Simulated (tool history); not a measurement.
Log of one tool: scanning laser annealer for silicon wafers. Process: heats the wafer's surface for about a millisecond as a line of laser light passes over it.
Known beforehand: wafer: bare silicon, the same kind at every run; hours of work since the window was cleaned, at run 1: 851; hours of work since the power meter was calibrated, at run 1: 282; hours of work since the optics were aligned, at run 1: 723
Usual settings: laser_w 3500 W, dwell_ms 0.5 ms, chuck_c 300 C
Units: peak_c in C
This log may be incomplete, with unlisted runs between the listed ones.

run	hour	laser_w	dwell_ms	chuck_c	hours of work since the window was cleaned	hours of work since the power meter was calibrated	hours of work since the optics were aligned	peak_c
1	0	3500	0.5	300	851	282	723	1120
2	6.8	3500	0.5	300	854	286	727	1119
3	17.3	3265	0.5	300	860	292	733	1066
4	29.5	3265	0.5	320	867	299	740	1083
5	38.2	3265	0.5	320	872	303	744	1087
6	46.5	3500	0.5	261	877	308	749	1081
7	59.6	3500	0.367	261	884	315	757	954
8	67.2	3500	0.367	261	889	320	761	957
9	74.5	3439	0.5	300	893	324	765	1104
10	84.4	3439	0.5	300	898	329	770	1105
11	93.4	3439	0.447	300	903	335	776	1058
12	108.3	3439	0.447	300	912	343	784	1058
# hour 112.6: laser's power meter calibrated
13	126	3500	0.5	287	920	8	792	1106
14	140.4	3500	0.5	287	928	16	800	1107
# hour 148: window over the wafer cleaned
15	153.2	3500	0.5	287	3	22	806	1125
16	163.3	3500	0.5	300	9	27	812	1136
17	174.5	3500	0.5	300	15	34	818	1140
18	181	3601	0.529	260	19	37	822	1147
19	191	3416	0.602	272	24	43	828	1172
20	198	3416	0.602	272	28	47	832	1174
# hour 202.3: laser's power meter calibrated, once more
21	211.7	3416	0.602	272	34	5	838	1171
# hour 228.7: optics aligned, line set to its width
22	229.6	3416	0.602	272	42	13	1	1182
23	240.9	3416	0.602	272	48	19	7	1185
24	248.3	3848	0.602	266	52	23	11	1290
25	256	3848	0.602	266	56	27	15	1286
26	265.5	3848	0.602	266	62	33	21	1288
27	277.2	3435	0.602	266	68	39	27	1182
28	284.5	3435	0.602	266	72	44	31	1182
29	290.5	3159	0.602	284	76	47	35	1130
30	297.7	3159	0.602	284	80	51	39	1127
31	311.5	3227	0.602	288	88	59	47	1154
32	317.7	3239	0.523	331	91	62	50	1134
33	326.9	3662	0.5	299	96	67	55	1179
34	337.3	3424	0.441	325	102	73	61	1097

3 ways to go on from here, each from the tool as it stands after run 34. What would each give?
A	349	3195	0.435	325	109	80	68	?
B	349	3317	0.493	325	109	80	68	?
C	349	3497	0.5	300	109	80	68	?

run	peak_c
A	1042
B	1121
C	1143
Stripped of hidden state, with their random variation kept, the same runs would have yielded:
run	peak_c
A	1046
B	1126
C	1149
